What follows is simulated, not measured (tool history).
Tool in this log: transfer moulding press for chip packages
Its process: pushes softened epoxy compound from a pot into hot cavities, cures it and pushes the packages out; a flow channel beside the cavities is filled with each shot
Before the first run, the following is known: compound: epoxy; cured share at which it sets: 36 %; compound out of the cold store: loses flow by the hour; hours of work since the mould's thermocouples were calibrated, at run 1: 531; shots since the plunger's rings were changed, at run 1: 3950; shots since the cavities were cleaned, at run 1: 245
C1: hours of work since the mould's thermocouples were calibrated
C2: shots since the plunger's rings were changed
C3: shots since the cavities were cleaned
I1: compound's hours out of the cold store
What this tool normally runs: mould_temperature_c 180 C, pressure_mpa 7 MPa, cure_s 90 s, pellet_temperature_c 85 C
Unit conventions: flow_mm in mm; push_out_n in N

{"run": 1, "hour": 0.0, "mould_temperature_c": 180, "pressure_mpa": 7, "cure_s": 90, "pellet_temperature_c": 85, "C1": 531, "C2": 3950, "C3": 245, "I1": 12.6, "flow_mm": 773, "push_out_n": 423}
{"hour": 19.0, "done": "cavities cleaned with cleaning compound and waxed"}
{"hour": 30.4, "done": "plunger's sealing rings changed"}
{"run": 2, "hour": 37.1, "mould_temperature_c": 180, "pressure_mpa": 7, "cure_s": 90, "pellet_temperature_c": 83, "C1": 555, "C2": 97, "C3": 224, "I1": 24, "flow_mm": 730, "push_out_n": 427}
{"hour": 56.0, "done": "cavities cleaned with cleaning compound and waxed"}
{"hour": 87.8, "done": "cavities cleaned with cleaning compound and waxed"}
{"run": 3, "hour": 102.5, "mould_temperature_c": 180, "pressure_mpa": 7, "cure_s": 90, "pellet_temperature_c": 83, "C1": 600, "C2": 991, "C3": 211, "I1": 31.1, "flow_mm": 699, "push_out_n": 432}
{"hour": 122.0, "done": "cavities cleaned with cleaning compound and waxed"}
{"hour": 152.3, "done": "cavities cleaned with cleaning compound and waxed"}
{"run": 4, "hour": 163.3, "mould_temperature_c": 180, "pressure_mpa": 7, "cure_s": 90, "pellet_temperature_c": 83, "C1": 642, "C2": 1821, "C3": 158, "I1": 35.5, "flow_mm": 679, "push_out_n": 415}
{"hour": 184.9, "done": "cavities cleaned with cleaning compound and waxed"}
{"hour": 218.7, "done": "cavities cleaned with cleaning compound and waxed"}
{"run": 5, "hour": 240.6, "mould_temperature_c": 180, "pressure_mpa": 7, "cure_s": 90, "pellet_temperature_c": 83, "C1": 696, "C2": 2887, "C3": 314, "I1": 44.8, "flow_mm": 651, "push_out_n": 386}
{"hour": 251.1, "done": "cavities cleaned with cleaning compound and waxed"}
{"hour": 282.2, "done": "cavities cleaned with cleaning compound and waxed"}
{"run": 6, "hour": 288.9, "mould_temperature_c": 180, "pressure_mpa": 7, "cure_s": 90, "pellet_temperature_c": 85, "C1": 729, "C2": 3537, "C3": 97, "I1": 25.2, "flow_mm": 729, "push_out_n": 406}
{"hour": 315.4, "done": "cavities cleaned with cleaning compound and waxed"}
{"hour": 349.0, "done": "plunger's sealing rings changed"}
{"hour": 350.5, "done": "cavities cleaned with cleaning compound and waxed"}
{"run": 7, "hour": 357.5, "mould_temperature_c": 180, "pressure_mpa": 7, "cure_s": 90, "pellet_temperature_c": 85, "C1": 774, "C2": 100, "C3": 100, "I1": 39.4, "flow_mm": 671, "push_out_n": 409}
{"hour": 365.1, "done": "mould's thermocouples calibrated"}
{"hour": 384.0, "done": "cavities cleaned with cleaning compound and waxed"}
{"run": 8, "hour": 408.3, "mould_temperature_c": 180, "pressure_mpa": 7, "cure_s": 129, "pellet_temperature_c": 85, "C1": 30, "C2": 779, "C3": 348, "I1": 42.6, "flow_mm": 661, "push_out_n": 339}
{"hour": 416.0, "done": "cavities cleaned with cleaning compound and waxed"}
{"hour": 451.3, "done": "cavities cleaned with cleaning compound and waxed"}
{"hour": 482.8, "done": "cavities cleaned with cleaning compound and waxed"}
{"run": 9, "hour": 488.5, "mould_temperature_c": 180, "pressure_mpa": 7, "cure_s": 90, "pellet_temperature_c": 84, "C1": 85, "C2": 1865, "C3": 81, "I1": 34.2, "flow_mm": 690, "push_out_n": 418}
{"hour": 517.1, "done": "cavities cleaned with cleaning compound and waxed"}
{"run": 10, "hour": 529.4, "mould_temperature_c": 180, "pressure_mpa": 7, "cure_s": 90, "pellet_temperature_c": 84, "C1": 114, "C2": 2430, "C3": 176, "I1": 29.9, "flow_mm": 703, "push_out_n": 424}
{"hour": 553.1, "done": "cavities cleaned with cleaning compound and waxed"}
{"hour": 584.0, "done": "cavities cleaned with cleaning compound and waxed"}
{"run": 11, "hour": 584.0, "mould_temperature_c": 180, "pressure_mpa": 7, "cure_s": 108, "pellet_temperature_c": 85, "C1": 151, "C2": 3170, "C3": 0, "I1": 15, "flow_mm": 767, "push_out_n": 361}
{"hour": 616.0, "done": "cavities cleaned with cleaning compound and waxed"}
{"hour": 648.7, "done": "cavities cleaned with cleaning compound and waxed"}
{"run": 12, "hour": 664.2, "mould_temperature_c": 180, "pressure_mpa": 7, "cure_s": 108, "pellet_temperature_c": 85, "C1": 207, "C2": 4277, "C3": 222, "I1": 9.3, "flow_mm": 791, "push_out_n": 339}
{"hour": 672.9, "done": "plunger's sealing rings changed"}
{"hour": 685.5, "done": "cavities cleaned with cleaning compound and waxed"}
{"run": 13, "hour": 713.8, "mould_temperature_c": 182, "pressure_mpa": 7.44, "cure_s": 95, "pellet_temperature_c": 80, "C1": 240, "C2": 566, "C3": 406, "I1": 18.1, "flow_mm": 771, "push_out_n": 380}
{"hour": 721.4, "done": "cavities cleaned with cleaning compound and waxed"}
{"hour": 751.9, "done": "cavities cleaned with cleaning compound and waxed"}
{"run": 14, "hour": 755.7, "mould_temperature_c": 182, "pressure_mpa": 7.44, "cure_s": 95, "pellet_temperature_c": 80, "C1": 268, "C2": 1123, "C3": 54, "I1": 27.5, "flow_mm": 729, "push_out_n": 363}
{"hour": 783.0, "done": "cavities cleaned with cleaning compound and waxed"}
{"run": 15, "hour": 810.5, "mould_temperature_c": 180, "pressure_mpa": 7.69, "cure_s": 83, "pellet_temperature_c": 84, "C1": 307, "C2": 1887, "C3": 393, "I1": 44.9, "flow_mm": 683, "push_out_n": 459}
{"hour": 816.6, "done": "cavities cleaned with cleaning compound and waxed"}
{"hour": 847.5, "done": "cavities cleaned with cleaning compound and waxed"}
{"hour": 879.3, "done": "cavities cleaned with cleaning compound and waxed"}
{"run": 16, "hour": 879.3, "mould_temperature_c": 183, "pressure_mpa": 6.81, "cure_s": 124, "pellet_temperature_c": 85, "C1": 353, "C2": 2810, "C3": 0, "I1": 16.9, "flow_mm": 735, "push_out_n": 333}
{"hour": 910.5, "done": "cavities cleaned with cleaning compound and waxed"}
{"run": 17, "hour": 913.1, "mould_temperature_c": 183, "pressure_mpa": 6.81, "cure_s": 104, "pellet_temperature_c": 85, "C1": 377, "C2": 3274, "C3": 37, "I1": 34.3, "flow_mm": 675, "push_out_n": 338}
{"hour": 942.8, "done": "cavities cleaned with cleaning compound and waxed"}
{"hour": 973.5, "done": "cavities cleaned with cleaning compound and waxed"}
{"run": 18, "hour": 973.5, "mould_temperature_c": 183, "pressure_mpa": 6.81, "cure_s": 104, "pellet_temperature_c": 85, "C1": 419, "C2": 4096, "C3": 0, "I1": 41.3, "flow_mm": 653, "push_out_n": 337}
{"hour": 994.1, "done": "plunger's sealing rings changed"}
{"hour": 1009.0, "done": "cavities cleaned with cleaning compound and waxed"}
{"run": 19, "hour": 1018.0, "mould_temperature_c": 181, "pressure_mpa": 6.04, "cure_s": 90, "pellet_temperature_c": 85, "C1": 448, "C2": 321, "C3": 129, "I1": 47.2, "flow_mm": 599, "push_out_n": 387}
{"hour": 1039.2, "done": "cavities cleaned with cleaning compound and waxed"}
{"hour": 1069.6, "done": "cavities cleaned with cleaning compound and waxed"}
{"run": 20, "hour": 1074.6, "mould_temperature_c": 181, "pressure_mpa": 6.04, "cure_s": 90, "pellet_temperature_c": 85, "C1": 487, "C2": 1090, "C3": 73, "I1": 9.8, "flow_mm": 728, "push_out_n": 415}
{"hour": 1102.8, "done": "cavities cleaned with cleaning compound and waxed"}
{"hour": 1133.4, "done": "cavities cleaned with cleaning compound and waxed"}
{"run": 21, "hour": 1133.4, "mould_temperature_c": 181, "pressure_mpa": 6.04, "cure_s": 90, "pellet_temperature_c": 85, "C1": 527, "C2": 1890, "C3": 0, "I1": 32.9, "flow_mm": 644, "push_out_n": 387}
{"hour": 1164.9, "done": "cavities cleaned with cleaning compound and waxed"}
{"run": 22, "hour": 1190.8, "mould_temperature_c": 181, "pressure_mpa": 6.04, "cure_s": 90, "pellet_temperature_c": 85, "C1": 568, "C2": 2692, "C3": 371, "I1": 15, "flow_mm": 707, "push_out_n": 401}
{"hour": 1198.8, "done": "cavities cleaned with cleaning compound and waxed"}
{"hour": 1231.0, "done": "cavities cleaned with cleaning compound and waxed"}
{"run": 23, "hour": 1244.4, "mould_temperature_c": 181, "pressure_mpa": 8.02, "cure_s": 95, "pellet_temperature_c": 85, "C1": 604, "C2": 3418, "C3": 193, "I1": 19.2, "flow_mm": 794, "push_out_n": 386}

Below are 5 alternative next runs, each starting from the tool's condition after run 23. Predict each:
{"hour": 1263.9, "done": "cavities cleaned with cleaning compound and waxed"}
{"run": "A", "hour": 1288.4, "mould_temperature_c": 175, "pressure_mpa": 7.71, "cure_s": 75, "pellet_temperature_c": 85, "C1": 635, "C2": 4028, "C3": 352, "I1": 12.4, "flow_mm": "?", "push_out_n": "?"}
{"hour": 1263.9, "done": "cavities cleaned with cleaning compound and waxed"}
{"run": "B", "hour": 1288.4, "mould_temperature_c": 181, "pressure_mpa": 8.02, "cure_s": 95, "pellet_temperature_c": 95, "C1": 635, "C2": 4028, "C3": 352, "I1": 17.2, "flow_mm": "?", "push_out_n": "?"}
{"hour": 1263.9, "done": "cavities cleaned with cleaning compound and waxed"}
{"run": "C", "hour": 1288.4, "mould_temperature_c": 185, "pressure_mpa": 8.02, "cure_s": 109, "pellet_temperature_c": 93, "C1": 635, "C2": 4028, "C3": 352, "I1": 36.4, "flow_mm": "?", "push_out_n": "?"}
{"hour": 1263.9, "done": "cavities cleaned with cleaning compound and waxed"}
{"run": "D", "hour": 1288.4, "mould_temperature_c": 180, "pressure_mpa": 6.82, "cure_s": 86, "pellet_temperature_c": 78, "C1": 635, "C2": 4028, "C3": 352, "I1": 35.3, "flow_mm": "?", "push_out_n": "?"}
{"hour": 1263.9, "done": "cavities cleaned with cleaning compound and waxed"}
{"run": "E", "hour": 1288.4, "mould_temperature_c": 181, "pressure_mpa": 8.02, "cure_s": 95, "pellet_temperature_c": 87, "C1": 635, "C2": 4028, "C3": 352, "I1": 30.9, "flow_mm": "?", "push_out_n": "?"}

run=A flow_mm=832 push_out_n=969
run=B flow_mm=806 push_out_n=387
run=C flow_mm=710 push_out_n=331
run=D flow_mm=673 push_out_n=445
run=E flow_mm=747 push_out_n=379
The same runs, with their run-to-run variation unchanged, on a tool lacking any hidden condition would have given:
run=A flow_mm=832 push_out_n=961
run=B flow_mm=806 push_out_n=383
run=C flow_mm=711 push_out_n=327
run=D flow_mm=673 push_out_n=441
run=E flow_mm=748 push_out_n=375
